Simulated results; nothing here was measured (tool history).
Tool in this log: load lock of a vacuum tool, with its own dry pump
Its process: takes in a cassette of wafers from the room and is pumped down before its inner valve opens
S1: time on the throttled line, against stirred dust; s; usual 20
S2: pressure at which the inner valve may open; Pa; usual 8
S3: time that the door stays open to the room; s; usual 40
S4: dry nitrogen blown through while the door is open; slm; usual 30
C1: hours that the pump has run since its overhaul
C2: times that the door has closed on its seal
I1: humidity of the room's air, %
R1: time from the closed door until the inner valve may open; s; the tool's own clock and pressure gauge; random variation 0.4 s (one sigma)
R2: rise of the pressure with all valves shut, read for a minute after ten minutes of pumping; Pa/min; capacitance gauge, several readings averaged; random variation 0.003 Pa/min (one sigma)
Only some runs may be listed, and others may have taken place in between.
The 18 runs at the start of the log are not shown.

Run 19, day 76.675: usual settings but S1 32 s, S2 13 Pa; C1 4140; C2 11523; I1 43.9. Result: R1 51 s, R2 0.067 Pa/min.
Run 20, day 81.088: usual settings but S1 19 s, S2 12 Pa, S3 59 s; C1 4246; C2 11715; I1 45.4. Result: R1 42.8 s, R2 0.071 Pa/min.
Run 21, day 84.288: usual settings but S1 24 s, S3 59 s; C1 4323; C2 11854; I1 43.2. Result: R1 47.2 s, R2 0.077 Pa/min.
Run 22, day 88.5: usual settings but S1 28 s, S2 15 Pa, S3 223 s, S4 23 slm; C1 4424; C2 12037; I1 44.8. Result: R1 47.7 s, R2 0.089 Pa/min.
Run 23, day 91.571: usual settings but S2 13 Pa, S3 223 s, S4 23 slm; C1 4498; C2 12170; I1 44.5. Result: R1 43.2 s, R2 0.088 Pa/min.
Run 24, day 94.771: usual settings but S1 26 s, S2 7 Pa, S3 223 s, S4 23 slm; C1 4575; C2 12309; I1 44.3. Result: R1 50.1 s, R2 0.084 Pa/min.
Run 25, day 98.558: usual settings but S1 17 s, S2 7 Pa, S3 28 s, S4 21 slm; C1 4665; C2 12473; I1 44. Result: R1 42.4 s, R2 0.075 Pa/min.
Run 26, day 103.292: usual settings but S1 12 s, S2 7 Pa, S4 5 slm; C1 4779; C2 12679; I1 45.3. Result: R1 39 s, R2 0.098 Pa/min.
Run 27, day 108.062: usual settings but S1 12 s, S2 7 Pa, S4 5 slm; C1 4894; C2 12886; I1 45.7. Result: R1 39.7 s, R2 0.1 Pa/min.
Run 28, day 111.479: usual settings but S2 13 Pa, S3 166 s; C1 4976; C2 13034; I1 44.4. Result: R1 42.7 s, R2 0.093 Pa/min.
Run 29, day 117.192: usual settings but S2 13 Pa, S3 166 s; C1 5113; C2 13282; I1 46.3. Result: R1 43.1 s, R2 0.097 Pa/min.
Run 30, day 121.521: usual settings but S1 27 s, S2 11 Pa, S3 34 s, S4 28 slm; C1 5217; C2 13470; I1 46.2. Result: R1 49.2 s, R2 0.092 Pa/min.
Run 31, day 125.154: usual settings but S1 27 s, S2 11 Pa, S3 34 s, S4 28 slm; C1 5304; C2 13627; I1 42.9. Result: R1 49.6 s, R2 0.091 Pa/min.
Run 32, day 127.821: usual settings but S1 11 s, S2 7 Pa, S3 48 s, S4 7 slm; C1 5368; C2 13743; I1 47.8. Result: R1 38.5 s, R2 0.104 Pa/min.
Run 33, day 133.025: usual settings but S1 11 s; C1 5493; C2 13969; I1 43.2. Result: R1 37.9 s, R2 0.091 Pa/min.
Run 34, day 135.671: usual settings but S1 11 s, S4 21 slm; C1 5556; C2 14084; I1 45.6. Result: R1 38.2 s, R2 0.094 Pa/min.
Run 35, day 139.862: usual settings but S1 13 s, S2 14 Pa, S3 177 s, S4 13 slm; C1 5657; C2 14266; I1 43.3. Result: R1 38.2 s, R2 0.114 Pa/min.
Run 36, day 142.917: usual settings but S1 19 s, S3 146 s; C1 5730; C2 14398; I1 45.9. Result: R1 44.6 s, R2 0.101 Pa/min.

Consider 3 possible next runs. They are alternatives, not a sequence: every one starts from the tool as it was left by run 36. What does each give?
Run A, day 147.921: usual settings but S1 19 s, S3 146 s, S4 35 slm; C1 5850; C2 14616; I1 48.1. Result: R1 ?, R2 ?.
Run B, day 147.921: usual settings but S1 13 s, S2 12 Pa, S3 146 s; C1 5850; C2 14616; I1 47.4. Result: R1 ?, R2 ?.
Run C, day 147.921: usual settings but S1 19 s, S2 7 Pa, S3 146 s; C1 5850; C2 14616; I1 48. Result: R1 ?, R2 ?.

run    R1     R2
  A  44.6  0.106
  B  38.5  0.109
  C  44.3  0.104
With no hidden state in the tool, these same runs would have given:
run    R1     R2
  A    43  0.018
  B  36.9  0.022
  C  42.6  0.017
